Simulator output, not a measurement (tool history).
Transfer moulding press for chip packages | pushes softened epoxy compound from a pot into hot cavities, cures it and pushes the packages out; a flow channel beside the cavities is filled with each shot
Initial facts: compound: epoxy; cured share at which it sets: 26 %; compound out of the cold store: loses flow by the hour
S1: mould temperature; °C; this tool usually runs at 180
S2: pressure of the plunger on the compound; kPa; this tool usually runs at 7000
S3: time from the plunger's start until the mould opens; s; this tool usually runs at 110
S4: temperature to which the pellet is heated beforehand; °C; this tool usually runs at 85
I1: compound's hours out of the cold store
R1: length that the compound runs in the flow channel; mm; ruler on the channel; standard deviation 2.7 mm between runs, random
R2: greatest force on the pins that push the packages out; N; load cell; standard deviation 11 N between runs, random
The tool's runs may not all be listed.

| run | hour | S1 | S2 | S3 | S4 | I1 | R1 | R2 |
|---|---|---|---|---|---|---|---|---|
| 1 | 0 | 180 | 7000 | 110 | 85 | 13.8 | 630 | 702 |
| 2 | 14.5 | 180 | 7000 | 110 | 85 | 25.7 | 586 | 728 |
| 3 | 28.8 | 184 | 7000 | 110 | 85 | 46.3 | 506 | 672 |
| 4 | 43.7 | 184 | 7000 | 110 | 85 | 11.5 | 628 | 709 |
|  | 56.9 | cavities cleaned with cleaning compound and waxed |
| 5 | 57.4 | 184 | 7000 | 110 | 85 | 30.3 | 559 | 438 |
| 6 | 68.7 | 184 | 7000 | 110 | 85 | 15.5 | 611 | 550 |
| 7 | 77.3 | 184 | 7000 | 110 | 85 | 9.6 | 638 | 578 |
| 8 | 85.9 | 184 | 7000 | 110 | 85 | 44.3 | 504 | 591 |
| 9 | 100.7 | 184 | 7000 | 110 | 85 | 28.9 | 555 | 656 |
| 10 | 115.7 | 184 | 7000 | 110 | 85 | 30.8 | 550 | 703 |
| 11 | 130.6 | 184 | 7000 | 110 | 85 | 38 | 525 | 699 |
|  | 139.5 | cavities cleaned with cleaning compound and waxed |
| 12 | 148.1 | 180 | 7000 | 110 | 88 | 44.9 | 507 | 585 |
| 13 | 155.6 | 180 | 7000 | 110 | 88 | 28.2 | 561 | 615 |
| 14 | 171.7 | 180 | 6530 | 101 | 88 | 21.8 | 571 | 822 |
| 15 | 181.1 | 180 | 7000 | 99 | 85 | 15.2 | 617 | 941 |
| 16 | 194.4 | 180 | 7000 | 99 | 85 | 36.3 | 532 | 890 |
| 17 | 210.5 | 180 | 7000 | 99 | 85 | 11.6 | 627 | 1046 |
|  | 222.2 | cavities cleaned with cleaning compound and waxed |
| 18 | 229.2 | 172 | 7180 | 129 | 91 | 38.9 | 543 | 650 |
| 19 | 244.3 | 172 | 6730 | 129 | 91 | 31.8 | 561 | 754 |
| 20 | 253.4 | 180 | 5310 | 110 | 85 | 21.6 | 507 | 709 |
| 21 | 266.1 | 180 | 5310 | 131 | 85 | 9 | 547 | 635 |
| 22 | 280 | 172 | 6380 | 110 | 85 | 24.3 | 560 | 1366 |
| 23 | 291.9 | 172 | 6380 | 110 | 85 | 12.2 | 615 | 1471 |
|  | 304.6 | cavities cleaned with cleaning compound and waxed |
| 24 | 304.6 | 172 | 6380 | 148 | 85 | 16.4 | 594 | 510 |
| 25 | 321.9 | 172 | 6380 | 148 | 85 | 28.9 | 546 | 609 |
| 26 | 331.2 | 172 | 6380 | 148 | 85 | 45.1 | 488 | 660 |

Below, some changes in R1 between adjacent runs. For each, the amount present without the hidden state too (settings, incoming material, random variation) and the amount remaining for the hidden state with gauge scatter not shared by both compared results:
Hidden conditions of the tool in this case: true mould temperature over the reading, C; pressure that reaches the compound, % of what is set; grip of the stained cavities, % over clean ones'; drift of the gauge itself on flow_mm, %; drift of the gauge itself on push_out_n, %.
Run 3 -> 4: no setting changed, nothing entered. R1 +122 mm: hidden state -4, all else +126.
Run 7 -> 8: no setting changed, nothing entered. R1 -134 mm: hidden state +2, all else -136.
Run 16 -> 17: no setting changed, nothing entered. R1 +95 mm: hidden state -5, all else +100.

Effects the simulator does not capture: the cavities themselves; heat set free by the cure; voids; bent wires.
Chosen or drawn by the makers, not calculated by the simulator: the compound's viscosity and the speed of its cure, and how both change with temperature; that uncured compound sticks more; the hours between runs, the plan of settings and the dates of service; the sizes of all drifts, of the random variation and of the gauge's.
